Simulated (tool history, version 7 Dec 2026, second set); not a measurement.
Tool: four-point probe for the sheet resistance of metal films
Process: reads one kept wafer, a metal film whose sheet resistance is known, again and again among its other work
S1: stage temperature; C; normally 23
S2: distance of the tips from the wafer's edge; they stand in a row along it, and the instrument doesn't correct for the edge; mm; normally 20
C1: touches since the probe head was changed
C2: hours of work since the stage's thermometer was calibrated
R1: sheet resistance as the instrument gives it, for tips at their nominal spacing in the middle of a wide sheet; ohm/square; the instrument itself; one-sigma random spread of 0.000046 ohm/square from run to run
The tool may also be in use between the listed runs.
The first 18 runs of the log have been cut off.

{"run": 19, "hour": 831.5, "S1": 24, "S2": 7, "C1": 63840, "C2": 1131, "R1": 0.231247}
{"run": 20, "hour": 869.0, "S1": 25, "S2": 21, "C1": 64588, "C2": 1150, "R1": 0.228951}
{"run": 21, "hour": 915.2, "S1": 27, "S2": 67, "C1": 65510, "C2": 1173, "R1": 0.228727}
{"run": 22, "hour": 951.8, "S1": 23, "S2": 5, "C1": 66240, "C2": 1191, "R1": 0.233388}
{"run": 23, "hour": 992.0, "S1": 31, "S2": 4, "C1": 67042, "C2": 1211, "R1": 0.236348}
{"run": 24, "hour": 1042.5, "S1": 26, "S2": 33, "C1": 68050, "C2": 1236, "R1": 0.228793}
{"run": 25, "hour": 1067.8, "S1": 24, "S2": 10, "C1": 68557, "C2": 1249, "R1": 0.22992}
{"run": 26, "hour": 1121.9, "S1": 24, "S2": 10, "C1": 69636, "C2": 1276, "R1": 0.229866}
{"run": 27, "hour": 1173.4, "S1": 30, "S2": 4, "C1": 70664, "C2": 1301, "R1": 0.236365}
{"run": 28, "hour": 1201.4, "S1": 25, "S2": 4, "C1": 71222, "C2": 1315, "R1": 0.236219}
{"run": 29, "hour": 1250.0, "S1": 22, "S2": 20, "C1": 72193, "C2": 1339, "R1": 0.22883}
{"run": 30, "hour": 1278.8, "S1": 22, "S2": 20, "C1": 72768, "C2": 1353, "R1": 0.228811}
{"run": 31, "hour": 1314.7, "S1": 22, "S2": 20, "C1": 73484, "C2": 1371, "R1": 0.22884}
{"run": 32, "hour": 1374.4, "S1": 23, "S2": 4, "C1": 74675, "C2": 1401, "R1": 0.236033}
{"run": 33, "hour": 1407.4, "S1": 23, "S2": 4, "C1": 75333, "C2": 1417, "R1": 0.236071}
{"run": 34, "hour": 1452.9, "S1": 19, "S2": 21, "C1": 76243, "C2": 1440, "R1": 0.228685}
{"run": 35, "hour": 1497.0, "S1": 19, "S2": 21, "C1": 77122, "C2": 1462, "R1": 0.228698}
{"run": 36, "hour": 1544.0, "S1": 19, "S2": 21, "C1": 78061, "C2": 1485, "R1": 0.228631}

3 ways to go on from here, each from the tool as it stands after run 36. What would each give?
{"run": "A", "hour": 1596.0, "S1": 23, "S2": 47, "C1": 79099, "C2": 1511, "R1": "?"}
{"run": "B", "hour": 1596.0, "S1": 24, "S2": 20, "C1": 79099, "C2": 1511, "R1": "?"}
{"run": "C", "hour": 1596.0, "S1": 25, "S2": 6, "C1": 79099, "C2": 1511, "R1": "?"}

run=A R1=0.228694
run=B R1=0.228978
run=C R1=0.232083
Had the tool no hidden state, the same runs would have come out as:
run=A R1=0.228701
run=B R1=0.228985
run=C R1=0.232090
